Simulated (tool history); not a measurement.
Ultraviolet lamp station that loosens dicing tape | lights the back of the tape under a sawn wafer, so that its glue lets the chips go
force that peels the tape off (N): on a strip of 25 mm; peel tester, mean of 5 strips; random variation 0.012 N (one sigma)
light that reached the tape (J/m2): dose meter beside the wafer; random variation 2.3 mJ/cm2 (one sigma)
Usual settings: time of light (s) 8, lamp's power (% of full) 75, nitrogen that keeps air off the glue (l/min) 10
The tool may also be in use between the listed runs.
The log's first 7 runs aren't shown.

run,hour,time of light (s),lamp's power (% of full),nitrogen that keeps air off the glue (l/min),hours of work of the lamp,hours of work since the window was cleaned,force that peels the tape off (N),light that reached the tape (J/m2)
8,264.8,8,75,10,309,186,0.554,2390
9,292.7,8,75,10,322,199,0.558,2410
10,316.8,10,75,10,333,210,0.322,2960
11,364.6,10,75,10,355,232,0.324,3020
12,414.6,10,75,10,378,255,0.319,2960
# hour 418.2: window cleaned of glue's vapour
13,461.1,8,89,10,400,20,0.355,2830
14,496.4,8,89,10,416,36,0.363,2830
15,527.9,8,89,10,431,51,0.344,2800
16,579.6,9,75,10,455,75,0.433,2660
17,612.2,9,75,10,470,90,0.415,2690
18,646.4,9,75,10,486,106,0.424,2710
19,687.7,9,75,10,505,125,0.431,2670
20,732.6,9,75,10,526,146,0.423,2680
21,761.9,9,75,10,539,159,0.409,2670
22,791,8,70,10,553,173,0.664,2190
23,814.5,5,75,6,563,184,2.143,1470
24,853.5,12,75,8,582,202,0.244,3600
25,893.5,6,75,10,600,220,1.095,1810
26,930,6,75,10,617,237,1.084,1770

Run 27 comes next. What will it give?
# hour 973.7: window cleaned of glue's vapour
27,982,6,75,10,641,4,?,?

force that peels the tape off (N): 1.095
light that reached the tape (J/m2): 1750
Without the tool's hidden state the same run would have given force that peels the tape off (N) 1.09, light that reached the tape (J/m2) 1760.
